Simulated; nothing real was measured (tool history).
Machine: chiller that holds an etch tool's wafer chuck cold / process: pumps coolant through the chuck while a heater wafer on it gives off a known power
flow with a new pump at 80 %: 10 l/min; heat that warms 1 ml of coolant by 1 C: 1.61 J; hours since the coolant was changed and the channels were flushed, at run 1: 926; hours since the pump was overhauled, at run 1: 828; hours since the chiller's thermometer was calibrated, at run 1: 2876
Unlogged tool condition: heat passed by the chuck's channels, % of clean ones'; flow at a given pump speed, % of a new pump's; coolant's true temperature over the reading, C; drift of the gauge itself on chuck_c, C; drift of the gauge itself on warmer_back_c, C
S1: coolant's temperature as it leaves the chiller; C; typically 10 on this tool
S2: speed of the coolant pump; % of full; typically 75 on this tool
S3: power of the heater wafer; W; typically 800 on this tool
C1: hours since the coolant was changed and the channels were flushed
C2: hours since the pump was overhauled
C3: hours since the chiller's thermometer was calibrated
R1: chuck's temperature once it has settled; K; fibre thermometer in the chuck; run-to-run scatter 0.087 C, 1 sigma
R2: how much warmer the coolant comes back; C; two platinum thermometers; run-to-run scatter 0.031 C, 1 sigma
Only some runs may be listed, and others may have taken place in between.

run 1 hour=0.0 | S1=10 S2=75 S3=800 | C1=926 C2=828 C3=2876 | R1=291.32 R2=3.28
run 2 hour=58.7 | S1=10 S2=75 S3=800 | C1=984 C2=887 C3=2935 | R1=291.38 R2=3.27
run 3 hour=123.2 | S1=10 S2=75 S3=800 | C1=1049 C2=951 C3=2999 | R1=291.40 R2=3.30
run 4 hour=171.0 | S1=10 S2=75 S3=800 | C1=1097 C2=999 C3=3047 | R1=291.27 R2=3.31
run 5 hour=225.9 | S1=10 S2=75 S3=775 | C1=1152 C2=1054 C3=3102 | R1=291.16 R2=3.18
run 6 hour=286.0 | S1=10 S2=76 S3=775 | C1=1212 C2=1114 C3=3162 | R1=291.05 R2=3.20
run 7 hour=323.1 | S1=10 S2=76 S3=775 | C1=1249 C2=1151 C3=3199 | R1=291.05 R2=3.14
run 8 hour=356.8 | S1=10 S2=76 S3=775 | C1=1283 C2=1185 C3=3233 | R1=291.31 R2=3.19
run 9 hour=427.2 | S1=10 S2=76 S3=775 | C1=1353 C2=1256 C3=3303 | R1=290.99 R2=3.16
-- hour=482.1 chiller's thermometer calibrated
run 10 hour=490.3 | S1=10 S2=76 S3=775 | C1=1415 C2=1318 C3=8 | R1=291.05 R2=3.20
run 11 hour=528.2 | S1=10 S2=75 S3=800 | C1=1453 C2=1355 C3=46 | R1=291.17 R2=3.36
run 12 hour=574.5 | S1=10 S2=75 S3=800 | C1=1499 C2=1402 C3=92 | R1=291.31 R2=3.37
run 13 hour=625.4 | S1=10 S2=78 S3=800 | C1=1550 C2=1453 C3=143 | R1=291.09 R2=3.19
run 14 hour=695.8 | S1=10 S2=78 S3=800 | C1=1621 C2=1523 C3=214 | R1=291.24 R2=3.17
run 15 hour=736.6 | S1=14 S2=78 S3=800 | C1=1661 C2=1564 C3=254 | R1=295.16 R2=3.29
run 16 hour=785.9 | S1=14 S2=78 S3=800 | C1=1711 C2=1613 C3=304 | R1=295.33 R2=3.23
run 17 hour=853.4 | S1=14 S2=78 S3=800 | C1=1778 C2=1681 C3=371 | R1=295.06 R2=3.27
run 18 hour=916.5 | S1=10 S2=90 S3=1055 | C1=1841 C2=1744 C3=434 | R1=292.79 R2=3.72
run 19 hour=985.8 | S1=10 S2=90 S3=1055 | C1=1911 C2=1813 C3=504 | R1=293.09 R2=3.71
run 20 hour=1020.1 | S1=16 S2=80 S3=800 | C1=1945 C2=1847 C3=538 | R1=297.08 R2=3.14
run 21 hour=1080.6 | S1=17 S2=68 S3=800 | C1=2005 C2=1908 C3=598 | R1=298.72 R2=3.78
run 22 hour=1129.5 | S1=17 S2=68 S3=800 | C1=2054 C2=1957 C3=647 | R1=298.94 R2=3.78
-- hour=1139.7 coolant pump overhauled
run 23 hour=1169.8 | S1=17 S2=68 S3=800 | C1=2090 C2=30 C3=683 | R1=299.31 R2=3.99
run 24 hour=1231.7 | S1=17 S2=68 S3=800 | C1=2151 C2=92 C3=745 | R1=299.28 R2=3.98
-- hour=1280.5 coolant pump overhauled, once more
run 25 hour=1296.3 | S1=17 S2=68 S3=800 | C1=2211 C2=16 C3=804 | R1=298.74 R2=3.55
run 26 hour=1346.3 | S1=17 S2=68 S3=800 | C1=2261 C2=66 C3=854 | R1=298.66 R2=3.51
run 27 hour=1385.0 | S1=14 S2=75 S3=435 | C1=2300 C2=105 C3=893 | R1=291.47 R2=1.72
run 28 hour=1432.3 | S1=14 S2=75 S3=435 | C1=2347 C2=152 C3=940 | R1=291.49 R2=1.72
run 29 hour=1502.0 | S1=8 S2=80 S3=1117 | C1=2417 C2=222 C3=1010 | R1=292.11 R2=4.17
run 30 hour=1537.5 | S1=8 S2=80 S3=1117 | C1=2452 C2=257 C3=1045 | R1=291.88 R2=4.16
run 31 hour=1583.4 | S1=12 S2=80 S3=693 | C1=2498 C2=303 C3=1091 | R1=291.96 R2=2.61

Had the tool no unlogged condition, and each run kept its random variation, what would the results have been?
run=1 R1=290.87 R2=3.18
run=2 R1=290.91 R2=3.16
run=3 R1=290.91 R2=3.19
run=4 R1=290.75 R2=3.19
run=5 R1=290.63 R2=3.05
run=6 R1=290.51 R2=3.07
run=7 R1=290.49 R2=3.00
run=8 R1=290.73 R2=3.05
run=9 R1=290.39 R2=3.01
run=10 R1=290.70 R2=3.05
run=11 R1=290.79 R2=3.20
run=12 R1=290.91 R2=3.20
run=13 R1=290.68 R2=3.02
run=14 R1=290.80 R2=3.00
run=15 R1=294.72 R2=3.11
run=16 R1=294.86 R2=3.04
run=17 R1=294.57 R2=3.08
run=18 R1=292.16 R2=3.49
run=19 R1=292.43 R2=3.46
run=20 R1=296.53 R2=2.93
run=21 R1=298.09 R2=3.52
run=22 R1=298.29 R2=3.52
run=23 R1=298.39 R2=3.52
run=24 R1=298.33 R2=3.51
run=25 R1=298.40 R2=3.54
run=26 R1=298.30 R2=3.50
run=27 R1=291.25 R2=1.71
run=28 R1=291.26 R2=1.71
run=29 R1=291.57 R2=4.13
run=30 R1=291.33 R2=4.12
run=31 R1=291.58 R2=2.58

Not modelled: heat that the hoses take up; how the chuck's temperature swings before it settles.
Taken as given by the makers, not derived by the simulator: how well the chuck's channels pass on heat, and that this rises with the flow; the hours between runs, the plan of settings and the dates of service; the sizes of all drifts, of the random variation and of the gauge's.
